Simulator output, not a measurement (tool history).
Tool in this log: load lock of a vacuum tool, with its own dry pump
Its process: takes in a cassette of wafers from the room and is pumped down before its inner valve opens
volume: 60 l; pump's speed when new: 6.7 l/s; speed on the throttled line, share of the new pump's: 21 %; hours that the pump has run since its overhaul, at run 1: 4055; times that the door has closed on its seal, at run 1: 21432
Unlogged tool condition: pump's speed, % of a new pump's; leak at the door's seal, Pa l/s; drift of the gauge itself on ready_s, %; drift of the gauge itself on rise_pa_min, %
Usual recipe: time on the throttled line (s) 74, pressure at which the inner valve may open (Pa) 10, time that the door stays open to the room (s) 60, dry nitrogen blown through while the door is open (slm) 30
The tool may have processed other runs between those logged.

| run | hour | time on the throttled line (s) | pressure at which the inner valve may open (Pa) | time that the door stays open to the room (s) | dry nitrogen blown through while the door is open (slm) | hours that the pump has run since its overhaul | times that the door has closed on its seal | incoming humidity of the room's air, % | time from the closed door until the inner valve may open (s) | rise of the pressure with all valves shut (Pa/min) |
|---|---|---|---|---|---|---|---|---|---|---|
| 1 | 0.0 | 74 | 10 | 60 | 30 | 4055 | 21432 | 44.9 | 145.3 | 0.073 |
| 2 | 265.7 | 74 | 10 | 60 | 30 | 4321 | 22492 | 44.6 | 145.8 | 0.075 |
| 3 | 698.6 | 74 | 10 | 60 | 30 | 4754 | 24219 | 42.3 | 145.5 | 0.075 |
| 4 | 907.7 | 74 | 10 | 60 | 30 | 4963 | 25053 | 44.7 | 144.2 | 0.087 |
| 5 | 1295.0 | 74 | 10 | 59 | 30 | 5350 | 26597 | 42.0 | 146.1 | 0.079 |
| 6 | 1634.9 | 74 | 10 | 59 | 30 | 5690 | 27953 | 43.7 | 146.1 | 0.089 |
| 7 | 1866.0 | 74 | 10 | 59 | 30 | 5921 | 28875 | 45.6 | 146.7 | 0.087 |
| 8 | 2084.9 | 74 | 10 | 59 | 30 | 6140 | 29748 | 48.2 | 146.5 | 0.094 |
| 9 | 2455.9 | 74 | 10 | 100 | 30 | 6511 | 31228 | 47.2 | 147.2 | 0.111 |
| 10 | 2901.3 | 48 | 10 | 100 | 30 | 6956 | 33004 | 44.7 | 128.5 | 0.109 |
| 11 | 3097.0 | 48 | 10 | 100 | 30 | 7152 | 33785 | 43.1 | 128.2 | 0.117 |
| 12 | 3405.0 | 48 | 10 | 100 | 30 | 7460 | 35014 | 45.9 | 128.2 | 0.117 |
| 13 | 3797.7 | 74 | 10 | 60 | 30 | 7853 | 36580 | 44.3 | 150.2 | 0.119 |
| 14 | 4054.3 | 74 | 10 | 48 | 30 | 8109 | 37604 | 45.7 | 150.4 | 0.115 |
| 15 | 4263.4 | 74 | 10 | 48 | 9 | 8319 | 38437 | 41.2 | 149.5 | 0.133 |
| 16 | 4548.2 | 57 | 10 | 135 | 5 | 8603 | 39573 | 46.2 | 137.2 | 0.173 |
| 17 | 4734.2 | 84 | 10 | 135 | 8 | 8789 | 40315 | 45.9 | 156.5 | 0.166 |
|  | 5141.0 | dry pump taken out, an overhauled one fitted |
| 18 | 5144.8 | 74 | 17 | 60 | 30 | 4 | 41929 | 42.7 | 136.2 | 0.136 |
| 19 | 5403.2 | 74 | 17 | 60 | 30 | 262 | 42960 | 42.1 | 136.6 | 0.141 |
| 20 | 5676.5 | 74 | 10 | 64 | 6 | 536 | 44050 | 44.9 | 142.4 | 0.162 |
| 21 | 6062.7 | 74 | 10 | 64 | 6 | 922 | 45591 | 48.4 | 141.3 | 0.174 |
| 22 | 6508.0 | 93 | 9 | 60 | 45 | 1367 | 47367 | 43.8 | 158.2 | 0.158 |
| 23 | 6941.8 | 74 | 10 | 26 | 30 | 1801 | 49097 | 45.0 | 142.2 | 0.166 |
| 24 | 7208.0 | 66 | 10 | 173 | 30 | 2067 | 50159 | 45.5 | 135.6 | 0.196 |
| 25 | 7402.9 | 66 | 10 | 173 | 30 | 2262 | 50936 | 43.3 | 137.4 | 0.197 |
| 26 | 7638.6 | 66 | 10 | 173 | 30 | 2498 | 51876 | 46.6 | 136.5 | 0.205 |
| 27 | 8044.4 | 74 | 15 | 88 | 30 | 2903 | 53495 | 43.4 | 139.2 | 0.198 |
| 28 | 8276.2 | 74 | 15 | 187 | 12 | 3135 | 54420 | 46.1 | 139.3 | 0.238 |
| 29 | 8614.4 | 74 | 15 | 187 | 12 | 3473 | 55769 | 42.8 | 142.0 | 0.238 |

For each run, the measured value with the value that run would have given without the tool's hidden condition subtracted. The run-to-run variation is shared by both, the gauge scatter possibly not:
| run | time from the closed door until the inner valve may open (s) | rise of the pressure with all valves shut (Pa/min) |
|---|---|---|
| 1 | +3.6 | +0.039 |
| 2 | +3.9 | +0.042 |
| 3 | +4.4 | +0.046 |
| 4 | +4.6 | +0.049 |
| 5 | +5.0 | +0.052 |
| 6 | +5.6 | +0.056 |
| 7 | +6.0 | +0.059 |
| 8 | +6.1 | +0.061 |
| 9 | +6.6 | +0.066 |
| 10 | +7.6 | +0.072 |
| 11 | +7.7 | +0.075 |
| 12 | +8.1 | +0.079 |
| 13 | +8.4 | +0.086 |
| 14 | +8.6 | +0.088 |
| 15 | +8.9 | +0.091 |
| 16 | +9.7 | +0.097 |
| 17 | +9.1 | +0.099 |
| 18 | -0.2 | +0.105 |
| 19 | +0.1 | +0.110 |
| 20 | +0.3 | +0.115 |
| 21 | +0.7 | +0.119 |
| 22 | +1.1 | +0.127 |
| 23 | +1.7 | +0.138 |
| 24 | +1.9 | +0.140 |
| 25 | +2.1 | +0.144 |
| 26 | +2.4 | +0.151 |
| 27 | +2.6 | +0.157 |
| 28 | +2.9 | +0.163 |
| 29 | +3.3 | +0.167 |
